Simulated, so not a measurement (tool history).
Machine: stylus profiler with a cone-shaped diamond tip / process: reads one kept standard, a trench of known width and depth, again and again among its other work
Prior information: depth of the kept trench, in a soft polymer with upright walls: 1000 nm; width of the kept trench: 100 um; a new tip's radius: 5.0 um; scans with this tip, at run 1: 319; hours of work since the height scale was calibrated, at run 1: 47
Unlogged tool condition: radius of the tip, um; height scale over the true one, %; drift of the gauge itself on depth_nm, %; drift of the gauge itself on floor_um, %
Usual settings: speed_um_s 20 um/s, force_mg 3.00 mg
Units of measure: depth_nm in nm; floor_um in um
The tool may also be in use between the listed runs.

| run | hour | speed_um_s | force_mg | scans with this tip | hours of work since the height scale was calibrated | depth_nm | floor_um |
|---|---|---|---|---|---|---|---|
| 1 | 0.0 | 20 | 3.00 | 319 | 47 | 1016.86 | 93.94 |
| 2 | 15.8 | 20 | 3.00 | 396 | 59 | 1016.40 | 93.96 |
| 3 | 30.5 | 20 | 3.00 | 468 | 70 | 1016.39 | 93.93 |
| 4 | 50.9 | 20 | 1.23 | 567 | 84 | 1009.02 | 93.90 |
| 5 | 75.6 | 30 | 3.00 | 688 | 102 | 1016.39 | 93.88 |
| 6 | 88.2 | 20 | 3.00 | 750 | 112 | 1016.52 | 93.93 |
| 7 | 110.4 | 20 | 3.00 | 858 | 128 | 1016.33 | 93.91 |
| 8 | 122.9 | 21 | 3.00 | 919 | 137 | 1016.40 | 93.91 |
| 9 | 150.9 | 21 | 3.00 | 1057 | 157 | 1016.45 | 93.87 |
| 10 | 170.9 | 20 | 3.00 | 1154 | 172 | 1016.64 | 93.88 |
| 11 | 197.1 | 20 | 3.00 | 1282 | 191 | 1015.95 | 93.90 |
| 12 | 213.1 | 20 | 3.00 | 1360 | 202 | 1016.94 | 93.90 |
| 13 | 238.8 | 20 | 3.00 | 1486 | 221 | 1016.65 | 94.00 |
| 14 | 266.3 | 20 | 1.30 | 1620 | 241 | 1009.22 | 93.93 |
| 15 | 280.7 | 20 | 8.20 | 1691 | 252 | 1032.55 | 93.99 |
| 16 | 296.1 | 20 | 8.20 | 1766 | 263 | 1032.46 | 93.97 |
| 17 | 318.0 | 20 | 8.20 | 1873 | 279 | 1032.55 | 93.99 |
| 18 | 335.3 | 20 | 8.20 | 1958 | 291 | 1032.25 | 94.01 |
| 19 | 351.3 | 20 | 8.20 | 2036 | 303 | 1031.62 | 93.98 |
| 20 | 379.6 | 20 | 3.00 | 2175 | 324 | 1016.24 | 93.87 |
| 21 | 402.5 | 20 | 1.41 | 2287 | 340 | 1009.97 | 93.81 |
| 22 | 422.2 | 20 | 1.41 | 2383 | 354 | 1009.64 | 93.87 |
| 23 | 434.4 | 20 | 1.41 | 2443 | 363 | 1009.96 | 93.89 |
| 24 | 455.0 | 9 | 4.38 | 2543 | 378 | 1020.87 | 93.91 |
| 25 | 469.6 | 10 | 1.92 | 2615 | 389 | 1011.98 | 93.95 |
| 26 | 491.9 | 38 | 7.27 | 2724 | 405 | 1029.67 | 93.96 |

Forecast run 27:
| 27 | 514.3 | 38 | 7.27 | 2833 | 421 | ? | ? |

{"run 27": {"depth_nm": 1030.23, "floor_um": 93.87}}
If the tool had no hidden condition, the same run with the same run-to-run variation would have returned depth_nm 1030.23 nm, floor_um 93.88 um.

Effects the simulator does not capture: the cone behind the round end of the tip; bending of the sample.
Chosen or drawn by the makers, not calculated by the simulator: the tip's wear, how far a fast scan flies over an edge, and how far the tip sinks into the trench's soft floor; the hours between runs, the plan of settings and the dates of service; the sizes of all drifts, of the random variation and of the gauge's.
